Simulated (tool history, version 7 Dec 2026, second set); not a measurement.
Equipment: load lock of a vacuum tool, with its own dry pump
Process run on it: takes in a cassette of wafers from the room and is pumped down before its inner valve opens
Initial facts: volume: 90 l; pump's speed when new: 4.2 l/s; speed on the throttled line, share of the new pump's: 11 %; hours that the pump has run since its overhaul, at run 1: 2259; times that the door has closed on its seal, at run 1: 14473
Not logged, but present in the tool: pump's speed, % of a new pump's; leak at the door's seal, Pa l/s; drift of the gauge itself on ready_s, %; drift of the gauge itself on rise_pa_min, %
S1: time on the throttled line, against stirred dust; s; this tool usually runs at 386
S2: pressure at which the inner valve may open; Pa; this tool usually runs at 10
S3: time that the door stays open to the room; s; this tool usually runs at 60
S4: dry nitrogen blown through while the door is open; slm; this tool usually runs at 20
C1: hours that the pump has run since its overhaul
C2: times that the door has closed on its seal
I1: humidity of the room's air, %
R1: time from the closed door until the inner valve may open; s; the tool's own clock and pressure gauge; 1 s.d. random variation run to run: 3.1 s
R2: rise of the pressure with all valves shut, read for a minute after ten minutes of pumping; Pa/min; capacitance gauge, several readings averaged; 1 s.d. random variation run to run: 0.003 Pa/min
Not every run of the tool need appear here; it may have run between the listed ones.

Run 1, hour 0: usual settings; C1 2259; C2 14473; I1 46.1. Result: R1 539.7 s, R2 0.163 Pa/min.
Run 2, hour 133.9: usual settings; C1 2393; C2 14637; I1 47.1. Result: R1 543.2 s, R2 0.172 Pa/min.
Run 3, hour 233.3: usual settings; C1 2493; C2 14759; I1 46. Result: R1 539.9 s, R2 0.17 Pa/min.
Run 4, hour 366.5: usual settings; C1 2626; C2 14923; I1 43.3. Result: R1 543 s, R2 0.173 Pa/min.
Run 5, hour 431.3: usual settings but S2 15 Pa; C1 2691; C2 15002; I1 46.9. Result: R1 533.6 s, R2 0.171 Pa/min.
Run 6, hour 514.3: usual settings but S2 15 Pa; C1 2774; C2 15104; I1 44.5. Result: R1 536 s, R2 0.175 Pa/min.
Run 7, hour 633.5: usual settings; C1 2893; C2 15250; I1 42.8. Result: R1 543.3 s, R2 0.179 Pa/min.
Run 8, hour 745.7: usual settings but S1 655 s; C1 3005; C2 15388; I1 45.8. Result: R1 776 s, R2 0.182 Pa/min.
Run 9, hour 844.6: usual settings but S1 655 s; C1 3104; C2 15509; I1 45.2. Result: R1 780.8 s, R2 0.183 Pa/min.
Run 10, hour 949.9: usual settings but S1 655 s; C1 3209; C2 15639; I1 41.6. Result: R1 781.4 s, R2 0.18 Pa/min.
Run 11, hour 1087.3: usual settings but S1 655 s; C1 3347; C2 15807; I1 46.2. Result: R1 777.8 s, R2 0.187 Pa/min.
Run 12, hour 1159.8: usual settings but S1 655 s; C1 3419; C2 15896; I1 45.3. Result: R1 784.3 s, R2 0.189 Pa/min.
Run 13, hour 1281.4: usual settings but S1 655 s; C1 3541; C2 16045; I1 46.1. Result: R1 788.7 s, R2 0.197 Pa/min.
Run 14, hour 1366.8: usual settings but S1 655 s; C1 3626; C2 16150; I1 43.8. Result: R1 790.8 s, R2 0.188 Pa/min.
Run 15, hour 1460: usual settings; C1 3719; C2 16264; I1 42.7. Result: R1 539.4 s, R2 0.191 Pa/min.
Run 16, hour 1527.8: usual settings but S2 13 Pa; C1 3787; C2 16348; I1 45.1. Result: R1 537.1 s, R2 0.193 Pa/min.
Run 17, hour 1670.2: usual settings but S2 13 Pa; C1 3930; C2 16522; I1 43.5. Result: R1 537.2 s, R2 0.196 Pa/min.
Run 18, hour 1784.8: usual settings; C1 4044; C2 16663; I1 44.1. Result: R1 550.1 s, R2 0.201 Pa/min.
Run 19, hour 1858.6: usual settings but S2 12 Pa; C1 4118; C2 16754; I1 44.2. Result: R1 540.7 s, R2 0.205 Pa/min.
Run 20, hour 1959.7: usual settings but S2 12 Pa; C1 4219; C2 16878; I1 42.3. Result: R1 540.4 s, R2 0.206 Pa/min.
Run 21, hour 2082.1: usual settings but S2 12 Pa; C1 4341; C2 17028; I1 43.3. Result: R1 544.4 s, R2 0.211 Pa/min.
Run 22, hour 2215.7: usual settings but S2 12 Pa; C1 4475; C2 17192; I1 46.6. Result: R1 538 s, R2 0.209 Pa/min.
Run 23, hour 2339.5: usual settings but S1 196 s, S2 13 Pa, S4 5 slm; C1 4599; C2 17344; I1 43.3. Result: R1 369 s, R2 0.232 Pa/min.
Run 24, hour 2430.6: usual settings but S1 535 s, S3 30 s; C1 4690; C2 17455; I1 46.8. Result: R1 675.7 s, R2 0.208 Pa/min.
Run 25, hour 2535.1: usual settings but S1 535 s, S3 30 s; C1 4795; C2 17584; I1 44.7. Result: R1 666.8 s, R2 0.211 Pa/min.
Run 26, hour 2594.7: usual settings but S1 744 s, S2 18 Pa, S3 117 s; C1 4854; C2 17657; I1 43. Result: R1 848.8 s, R2 0.225 Pa/min.
Run 27, hour 2659.9: usual settings but S1 744 s, S2 18 Pa, S3 117 s; C1 4919; C2 17737; I1 43.7. Result: R1 857.7 s, R2 0.225 Pa/min.
Run 28, hour 2745.1: usual settings but S2 15 Pa, S3 225 s; C1 5005; C2 17841; I1 42.3. Result: R1 535.1 s, R2 0.234 Pa/min.
Run 29, hour 2819.5: usual settings but S4 10 slm; C1 5079; C2 17933; I1 42.3. Result: R1 547.9 s, R2 0.233 Pa/min.
Run 30, hour 2943.3: usual settings but S1 318 s, S2 16 Pa, S4 5 slm; C1 5203; C2 18084; I1 46.3. Result: R1 472.7 s, R2 0.25 Pa/min.
Run 31, hour 3055.1: usual settings but S1 479 s, S2 16 Pa, S3 219 s, S4 6 slm; C1 5315; C2 18222; I1 45.8. Result: R1 619.1 s, R2 0.281 Pa/min.
Run 32, hour 3148.9: usual settings but S1 440 s, S2 11 Pa, S3 113 s, S4 13 slm; C1 5408; C2 18337; I1 44. Result: R1 593.9 s, R2 0.24 Pa/min.
Run 33, hour 3286.8: usual settings but S1 296 s, S2 11 Pa, S3 113 s, S4 13 slm; C1 5546; C2 18506; I1 46.2. Result: R1 461.8 s, R2 0.245 Pa/min.
Run 34, hour 3394.8: usual settings but S1 220 s, S2 16 Pa; C1 5654; C2 18638; I1 46.4. Result: R1 388.8 s, R2 0.232 Pa/min.
Run 35, hour 3522.4: usual settings but S1 220 s, S2 16 Pa; C1 5782; C2 18795; I1 48.4. Result: R1 387.1 s, R2 0.245 Pa/min.
Run 36, hour 3596.3: usual settings but S1 206 s, S3 50 s; C1 5856; C2 18886; I1 42.3. Result: R1 388.1 s, R2 0.227 Pa/min.
Run 37, hour 3694.7: usual settings but S1 714 s, S3 50 s, S4 4 slm; C1 5954; C2 19006; I1 44.2. Result: R1 836.4 s, R2 0.258 Pa/min.
Run 38, hour 3842.1: usual settings but S1 488 s, S2 11 Pa, S3 50 s, S4 4 slm; C1 6102; C2 19187; I1 44.9. Result: R1 632.6 s, R2 0.261 Pa/min.

3 ways to go on from here, each from the tool as it stands after run 38. What would each give?
Run A, hour 3918.5: usual settings but S1 488 s, S2 14 Pa, S3 50 s, S4 4 slm; C1 6178; C2 19281; I1 44. Result: R1 ?, R2 ?.
Run B, hour 3918.5: usual settings but S1 730 s, S2 11 Pa, S3 36 s, S4 4 slm; C1 6178; C2 19281; I1 48.1. Result: R1 ?, R2 ?.
Run C, hour 3918.5: usual settings but S1 374 s, S2 11 Pa, S3 29 s, S4 4 slm; C1 6178; C2 19281; I1 47.1. Result: R1 ?, R2 ?.

run     R1     R2
  A    630  0.272
  B  843.2   0.27
  C  533.4  0.259
The same runs, with their run-to-run variation unchanged, on a tool lacking any hidden condition would have given:
run     R1     R2
  A  626.4  0.048
  B  840.1   0.05
  C  529.3  0.043

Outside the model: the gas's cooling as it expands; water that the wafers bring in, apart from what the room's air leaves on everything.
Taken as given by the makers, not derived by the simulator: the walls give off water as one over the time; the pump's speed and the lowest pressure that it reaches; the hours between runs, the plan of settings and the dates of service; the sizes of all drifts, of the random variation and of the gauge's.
